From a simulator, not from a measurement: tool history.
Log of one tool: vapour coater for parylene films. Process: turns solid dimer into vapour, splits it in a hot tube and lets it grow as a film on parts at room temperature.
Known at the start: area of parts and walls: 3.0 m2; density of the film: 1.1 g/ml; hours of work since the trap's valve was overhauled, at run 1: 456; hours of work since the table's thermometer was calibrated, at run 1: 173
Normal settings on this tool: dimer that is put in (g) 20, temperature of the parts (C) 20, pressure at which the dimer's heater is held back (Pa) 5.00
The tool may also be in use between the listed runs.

run	hour	dimer that is put in (g)	temperature of the parts (C)	pressure at which the dimer's heater is held back (Pa)	hours of work since the trap's valve was overhauled	hours of work since the table's thermometer was calibrated	thickness of the film (nm)
1	0.0	20	20	5.00	456	173	4410
2	9.8	20	20	5.00	461	178	4410
3	22.8	20	20	5.00	468	185	4380
4	32.6	20	20	5.00	473	190	4350
5	42.4	20	14	5.00	478	195	5570
6	53.0	20	14	5.00	484	201	5590
7	74.7	20	14	5.00	495	212	5590
8	87.8	20	14	5.00	502	219	5540
9	109.1	20	14	5.00	513	230	5550
10	119.6	20	14	5.00	519	236	5520
11	138.5	20	14	5.00	529	246	5510
12	153.4	20	14	5.00	537	254	5470
13	172.8	20	14	5.00	547	264	5540
14	189.3	20	22	5.00	556	273	3890
15	198.4	20	22	5.00	560	277	3960
16	215.6	20	20	4.72	569	286	4320
17	229.5	20	20	4.72	577	294	4350
18	238.6	20	20	4.72	581	298	4340
19	257.9	11	20	4.72	592	308	2420
20	273.4	11	20	4.72	600	317	2380
21	291.4	11	20	4.72	609	326	2340
22	305.1	20	20	5.00	616	333	4290
23	315.6	20	20	5.00	622	339	4270
24	334.5	20	20	5.00	632	349	4250
25	356.6	30	20	10.58	643	360	5770
26	375.2	18	20	5.00	653	370	3800
27	390.4	9	30	10.70	661	378	1090
28	403.5	9	30	10.70	668	385	1100
29	417.1	20	13	9.84	675	392	5320
30	428.8	20	13	9.84	681	398	5320
31	438.8	20	13	9.84	686	403	5250
32	449.0	18	15	4.68	692	409	4780
# hour 460.2: trap's valve overhauled
33	475.1	13	30	4.68	8	420	1950
# hour 477.1: table's thermometer calibrated
34	494.1	17	15	3.38	17	9	5010
35	510.5	17	15	3.38	26	17	5070
# hour 526.2: table's thermometer calibrated, once more
36	526.4	17	15	3.38	34	0	5010
37	539.8	20	13	3.61	41	7	5900
38	551.5	20	13	3.61	47	13	5880
39	569.7	20	13	3.61	56	23	5840
40	587.9	10	21	2.38	66	32	2430
41	598.2	20	15	5.00	71	38	5710
42	618.7	26	26	6.75	82	49	4420
43	631.8	17	17	4.81	89	55	4500
44	640.9	20	23	2.45	94	60	4430
45	658.9	20	23	2.45	103	70	4390
46	677.9	20	23	2.45	113	80	4430
47	690.8	21	28	2.50	120	86	3740
48	703.1	32	28	2.00	126	93	5830

Below are 3 alternative next runs, each starting from the tool's condition after run 48. Predict each:
A	712.9	29	28	5.72	131	98	?
B	712.9	12	17	2.00	131	98	?
C	712.9	33	28	6.32	131	98	?

run	thickness of the film (nm)
A	4570
B	3520
C	5120
The same runs, with their run-to-run variation unchanged, on a tool lacking any hidden condition would have given:
run	thickness of the film (nm)
A	4670
B	3580
C	5230
